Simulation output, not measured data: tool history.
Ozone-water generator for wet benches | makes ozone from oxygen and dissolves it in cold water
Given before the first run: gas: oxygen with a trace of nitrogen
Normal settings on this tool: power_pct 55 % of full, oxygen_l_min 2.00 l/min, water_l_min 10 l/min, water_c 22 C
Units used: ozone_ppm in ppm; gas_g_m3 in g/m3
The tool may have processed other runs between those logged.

Run 1, hour 0.0: usual settings. Result: ozone_ppm 12.2 ppm, gas_g_m3 153.7 g/m3.
Run 2, hour 14.9: usual settings. Result: ozone_ppm 12.2 ppm, gas_g_m3 153.6 g/m3.
Run 3, hour 32.3: usual settings. Result: ozone_ppm 12.4 ppm, gas_g_m3 154.5 g/m3.
Run 4, hour 49.9: usual settings. Result: ozone_ppm 12.5 ppm, gas_g_m3 153.8 g/m3.
Run 5, hour 65.0: usual settings. Result: ozone_ppm 12.3 ppm, gas_g_m3 152.0 g/m3.
Run 6, hour 87.4: usual settings. Result: ozone_ppm 12.3 ppm, gas_g_m3 153.8 g/m3.
Run 7, hour 103.6: usual settings. Result: ozone_ppm 12.1 ppm, gas_g_m3 152.5 g/m3.
Run 8, hour 115.8: usual settings but water_c 14 C. Result: ozone_ppm 13.8 ppm, gas_g_m3 154.4 g/m3.
Run 9, hour 140.3: usual settings but oxygen_l_min 1.71 l/min. Result: ozone_ppm 11.9 ppm, gas_g_m3 162.8 g/m3.
Run 10, hour 155.8: usual settings but water_c 18 C. Result: ozone_ppm 12.8 ppm, gas_g_m3 153.7 g/m3.
Run 11, hour 183.2: usual settings but water_c 18 C. Result: ozone_ppm 12.9 ppm, gas_g_m3 152.2 g/m3.
Run 12, hour 211.2: usual settings but water_l_min 12 l/min. Result: ozone_ppm 10.1 ppm, gas_g_m3 154.0 g/m3.
Run 13, hour 225.9: usual settings but water_l_min 12 l/min. Result: ozone_ppm 10.1 ppm, gas_g_m3 153.1 g/m3.
Run 14, hour 247.6: usual settings but water_l_min 12 l/min. Result: ozone_ppm 10.1 ppm, gas_g_m3 154.2 g/m3.
Run 15, hour 263.9: usual settings but water_l_min 12 l/min. Result: ozone_ppm 9.9 ppm, gas_g_m3 151.7 g/m3.
Run 16, hour 283.3: usual settings. Result: ozone_ppm 12.2 ppm, gas_g_m3 152.2 g/m3.
Run 17, hour 297.4: usual settings but oxygen_l_min 1.19 l/min. Result: ozone_ppm 10.4 ppm, gas_g_m3 181.2 g/m3.
Run 18, hour 312.6: usual settings but oxygen_l_min 1.19 l/min. Result: ozone_ppm 10.3 ppm, gas_g_m3 180.9 g/m3.
Run 19, hour 330.6: usual settings but oxygen_l_min 1.19 l/min. Result: ozone_ppm 10.3 ppm, gas_g_m3 180.3 g/m3.
Run 20, hour 350.9: usual settings but power_pct 89 % of full, oxygen_l_min 1.91 l/min, water_l_min 12 l/min, water_c 15 C. Result: ozone_ppm 15.3 ppm, gas_g_m3 220.2 g/m3.
Run 21, hour 364.6: usual settings but power_pct 60 % of full. Result: ozone_ppm 13.1 ppm, gas_g_m3 163.2 g/m3.
Run 22, hour 383.7: usual settings but power_pct 60 % of full. Result: ozone_ppm 13.2 ppm, gas_g_m3 161.0 g/m3.
Run 23, hour 398.5: usual settings but power_pct 60 % of full. Result: ozone_ppm 13.1 ppm, gas_g_m3 164.1 g/m3.
Run 24, hour 420.6: usual settings but power_pct 60 % of full, water_c 30 C. Result: ozone_ppm 11.8 ppm, gas_g_m3 163.7 g/m3.
Run 25, hour 448.1: usual settings but power_pct 89 % of full, water_l_min 15 l/min, water_c 17 C. Result: ozone_ppm 11.7 ppm, gas_g_m3 217.4 g/m3.
Run 26, hour 466.1: usual settings but power_pct 85 % of full, oxygen_l_min 1.38 l/min, water_l_min 14 l/min, water_c 16 C. Result: ozone_ppm 10.6 ppm, gas_g_m3 235.6 g/m3.
Run 27, hour 482.9: usual settings but power_pct 74 % of full, oxygen_l_min 2.52 l/min, water_l_min 11 l/min, water_c 20 C. Result: ozone_ppm 15.2 ppm, gas_g_m3 177.3 g/m3.
Run 28, hour 508.0: usual settings but power_pct 62 % of full, water_l_min 7 l/min, water_c 16 C. Result: ozone_ppm 20.0 ppm, gas_g_m3 165.5 g/m3.
Run 29, hour 522.2: usual settings but power_pct 62 % of full, water_l_min 7 l/min, water_c 16 C. Result: ozone_ppm 20.2 ppm, gas_g_m3 166.8 g/m3.
Run 30, hour 545.9: usual settings but power_pct 54 % of full, water_l_min 11 l/min. Result: ozone_ppm 11.0 ppm, gas_g_m3 151.1 g/m3.
Run 31, hour 572.3: usual settings but power_pct 89 % of full, oxygen_l_min 3.25 l/min, water_c 17 C. Result: ozone_ppm 20.4 ppm, gas_g_m3 185.4 g/m3.
Run 32, hour 593.0: usual settings but power_pct 89 % of full, oxygen_l_min 3.25 l/min, water_l_min 6 l/min, water_c 30 C. Result: ozone_ppm 23.3 ppm, gas_g_m3 187.2 g/m3.

Alternative continuations, all from the tool just after run 32; predict every row:
Run A, hour 620.3: usual settings but oxygen_l_min 2.83 l/min, water_l_min 15 l/min, water_c 15 C. Result: ozone_ppm ?, gas_g_m3 ?.
Run B, hour 620.3: usual settings but power_pct 87 % of full, oxygen_l_min 2.13 l/min, water_c 24 C. Result: ozone_ppm ?, gas_g_m3 ?.
Run C, hour 620.3: usual settings but water_l_min 11 l/min, water_c 15 C. Result: ozone_ppm ?, gas_g_m3 ?.
Run D, hour 620.3: usual settings but power_pct 89 % of full, oxygen_l_min 3.25 l/min, water_l_min 6 l/min, water_c 14 C. Result: ozone_ppm ?, gas_g_m3 ?.

run  ozone_ppm  gas_g_m3
  A        9.5     136.1
  B       16.5     208.3
  C       12.0     152.3
  D       33.0     185.0
The same runs, with their run-to-run variation unchanged, on a tool lacking any hidden condition would have given:
run  ozone_ppm  gas_g_m3
  A       10.3     138.0
  B       17.8     212.4
  C       12.9     154.4
  D       35.0     188.7

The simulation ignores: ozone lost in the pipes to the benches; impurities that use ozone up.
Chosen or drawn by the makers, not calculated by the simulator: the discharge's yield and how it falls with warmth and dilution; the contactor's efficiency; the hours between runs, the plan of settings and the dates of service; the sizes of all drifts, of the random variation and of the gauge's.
